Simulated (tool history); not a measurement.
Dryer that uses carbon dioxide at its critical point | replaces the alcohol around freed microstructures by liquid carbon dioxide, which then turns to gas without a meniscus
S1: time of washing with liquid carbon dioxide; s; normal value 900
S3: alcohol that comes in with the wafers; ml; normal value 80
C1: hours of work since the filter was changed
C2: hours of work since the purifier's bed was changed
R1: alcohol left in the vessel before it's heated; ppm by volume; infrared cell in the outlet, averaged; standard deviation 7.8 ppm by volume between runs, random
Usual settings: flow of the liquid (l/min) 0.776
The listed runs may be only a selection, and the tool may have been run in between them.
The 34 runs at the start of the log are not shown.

Run 35, hour 222.4: usual settings but S1 600 s, flow of the liquid (l/min) 1.138, S3 42 ml; C1 167; C2 144. Result: R1 380 ppm by volume.
Run 36, hour 229.8: usual settings but S1 600 s, flow of the liquid (l/min) 1.138, S3 42 ml; C1 171; C2 148. Result: R1 369 ppm by volume.
Run 37, hour 238: usual settings but S1 600 s, flow of the liquid (l/min) 1.138, S3 42 ml; C1 176; C2 152. Result: R1 394 ppm by volume.
Run 38, hour 244.1: usual settings but flow of the liquid (l/min) 0.625, S3 65 ml; C1 179; C2 155. Result: R1 1347 ppm by volume.
Run 39, hour 252.2: usual settings but S1 840 s, S3 52 ml; C1 184; C2 160. Result: R1 652 ppm by volume.
Run 40, hour 262.1: usual settings but S1 840 s, S3 52 ml; C1 189; C2 165. Result: R1 668 ppm by volume.
Run 41, hour 266.6: usual settings but S1 1200 s, flow of the liquid (l/min) 0.617; C1 191; C2 168. Result: R1 692 ppm by volume.
Run 42, hour 270.9: usual settings but S1 1200 s, flow of the liquid (l/min) 0.617; C1 194; C2 170. Result: R1 661 ppm by volume.
At hour 275.8: inlet filter changed.
Run 43, hour 277.8: usual settings but flow of the liquid (l/min) 0.872, S3 48 ml; C1 1; C2 173. Result: R1 156 ppm by volume.
Run 44, hour 284.2: usual settings but flow of the liquid (l/min) 0.872, S3 48 ml; C1 5; C2 176. Result: R1 155 ppm by volume.
Run 45, hour 293: usual settings but flow of the liquid (l/min) 0.872, S3 48 ml; C1 9; C2 181. Result: R1 168 ppm by volume.
Run 46, hour 298.4: usual settings but flow of the liquid (l/min) 0.872, S3 50 ml; C1 12; C2 184. Result: R1 170 ppm by volume.

4 ways to go on from here, each from the tool as it stands after run 46. What would each give?
Run A, hour 302.6: usual settings but S1 600 s, flow of the liquid (l/min) 0.827; C1 14; C2 186. Result: R1 ?.
Run B, hour 302.6: usual settings but flow of the liquid (l/min) 0.951; C1 14; C2 186. Result: R1 ?.
Run C, hour 302.6: usual settings but S1 1020 s, flow of the liquid (l/min) 0.647, S3 120 ml; C1 14; C2 186. Result: R1 ?.
Run D, hour 302.6: usual settings but S1 660 s, flow of the liquid (l/min) 0.702, S3 68 ml; C1 14; C2 186. Result: R1 ?.

run    R1
  A  1610
  B   171
  C   874
  D  1712
With no hidden state in the tool, these same runs would have given:
run    R1
  A  1523
  B   135
  C   807
  D  1627
